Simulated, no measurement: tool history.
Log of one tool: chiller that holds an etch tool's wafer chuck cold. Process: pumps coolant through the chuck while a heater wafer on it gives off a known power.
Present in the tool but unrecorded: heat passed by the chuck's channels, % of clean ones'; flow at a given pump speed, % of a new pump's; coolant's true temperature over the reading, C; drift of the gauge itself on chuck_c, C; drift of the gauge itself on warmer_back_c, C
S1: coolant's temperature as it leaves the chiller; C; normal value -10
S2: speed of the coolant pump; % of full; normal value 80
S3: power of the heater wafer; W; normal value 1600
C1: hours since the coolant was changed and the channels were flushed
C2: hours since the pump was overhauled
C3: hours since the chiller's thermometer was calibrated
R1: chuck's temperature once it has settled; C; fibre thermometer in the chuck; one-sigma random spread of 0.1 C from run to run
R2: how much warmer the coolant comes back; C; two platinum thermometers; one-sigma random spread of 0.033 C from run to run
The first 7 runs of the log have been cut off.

run   hour   S1  S2    S3   C1    C2    C3    R1    R2
  8  151.8  -14  80  1600  390  1023  1253   5.1  4.33
  9  183.7  -14  80  1600  422  1055  1285   5.0  4.34
 10  209.1  -14  80  1600  447  1080  1310   5.1  4.32
 11  224.0  -14  80  1600  462  1095  1325   5.2  4.32
 12  246.7  -14  80  1600  485  1118  1348   5.0  4.33
 13  276.4  -14  80  1600  515  1148  1377   5.3  4.28
 14  291.0  -10  80  1600  529  1162  1392   9.3  4.34
 15  310.1  -10  80  1337  548  1181  1411   5.8  3.59
 16  340.9  -10  80  1337  579  1212  1442   5.9  3.62
 17  360.4  -10  79  1600  599  1232  1461   9.3  4.33
 18  391.3  -20  73  1316  630  1263  1492  -3.1  3.94
 19  418.5   -2  67   880  657  1290  1519  10.2  2.87
 20  436.6   -2  67   880  675  1308  1538  10.0  2.84
 21  465.1   -2  67   880  703  1336  1566  10.1  2.89
 22  487.0   -2  67   880  725  1358  1588  10.1  2.86
 23  501.4  -18  67  1030  740  1373  1602  -3.9  3.37
 24  521.5  -15  86  1856  760  1393  1622   6.1  4.64
 25  538.1  -18  72  1856  776  1409  1639   6.0  5.60
 26  564.0   -3  73   827  802  1435  1665   7.7  2.42
 27  598.0   -6  80  1743  836  1469  1699  14.9  4.73
 28  626.6   -6  80  1743  865  1498  1728  14.6  4.74

Run 29 has not been measured yet. What should we expect?
 29  644.4  -12  89  1600  883  1516  1745   ?   ?

Run 29 measured R1 5.5 C, R2 3.83 C.
With no hidden state in the tool, this same run would have given R1 5.4 C, R2 3.83 C.
